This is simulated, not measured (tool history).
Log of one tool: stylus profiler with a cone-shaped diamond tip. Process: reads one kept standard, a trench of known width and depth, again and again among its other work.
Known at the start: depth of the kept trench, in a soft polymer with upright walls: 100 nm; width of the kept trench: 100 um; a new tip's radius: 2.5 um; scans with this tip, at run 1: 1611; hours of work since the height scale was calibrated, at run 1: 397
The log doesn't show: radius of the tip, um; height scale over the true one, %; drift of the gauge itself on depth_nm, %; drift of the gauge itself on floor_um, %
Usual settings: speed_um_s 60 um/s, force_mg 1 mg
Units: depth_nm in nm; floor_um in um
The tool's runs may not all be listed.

| run | day | speed_um_s | force_mg | scans with this tip | hours of work since the height scale was calibrated | depth_nm | floor_um |
|---|---|---|---|---|---|---|---|
| 1 | 0 | 60 | 1 | 1611 | 397 | 100.94 | 98.26 |
| 2 | 0.871 | 60 | 1 | 1674 | 412 | 100.99 | 98.26 |
| 3 | 1.425 | 60 | 1 | 1715 | 422 | 100.95 | 98.26 |
| 4 | 2.5 | 60 | 1 | 1794 | 442 | 100.95 | 98.24 |
| 5 | 3.383 | 60 | 1 | 1858 | 458 | 100.95 | 98.26 |
| 6 | 4.438 | 21 | 1 | 1935 | 477 | 100.93 | 98.44 |
| 7 | 5.054 | 46 | 1 | 1980 | 488 | 100.98 | 98.34 |
| 8 | 5.838 | 171 | 1 | 2037 | 502 | 101 | 97.71 |
| 9 | 6.696 | 60 | 1 | 2100 | 517 | 101.01 | 98.25 |
| 10 | 7.238 | 60 | 1 | 2140 | 527 | 100.95 | 98.27 |
| 11 | 7.746 | 60 | 1 | 2177 | 536 | 100.99 | 98.25 |
| 12 | 8.425 | 60 | 1 | 2227 | 548 | 100.99 | 98.24 |
| 13 | 8.904 | 60 | 1 | 2262 | 557 | 101 | 98.26 |
| 14 | 9.771 | 60 | 1 | 2325 | 573 | 100.97 | 98.21 |
| 15 | 10.867 | 51 | 0.4 | 2405 | 592 | 100.58 | 98.14 |
| 16 | 11.925 | 150 | 0.82 | 2482 | 611 | 100.94 | 97.74 |
| 17 | 12.671 | 150 | 0.82 | 2537 | 625 | 100.9 | 97.73 |
| 18 | 13.258 | 97 | 1.27 | 2580 | 635 | 101.25 | 98.11 |
| 19 | 14.167 | 24 | 1 | 2646 | 652 | 101.04 | 98.39 |
| 20 | 15.242 | 50 | 1.76 | 2725 | 671 | 101.44 | 98.3 |
| 21 | 15.804 | 35 | 1.55 | 2766 | 681 | 101.4 | 98.43 |
| 22 | 16.788 | 35 | 1.55 | 2838 | 699 | 101.39 | 98.38 |
| 23 | 17.3 | 172 | 2.73 | 2875 | 708 | 101.86 | 98.03 |

Run 24 comes next. What will it give?
| 24 | 18.379 | 172 | 2.73 | 2954 | 728 | ? | ? |

Run 24 gave depth_nm 101.85 nm, floor_um 98 um.
Without the tool's hidden state the same run would have given depth_nm 101.63 nm, floor_um 98.07 um.
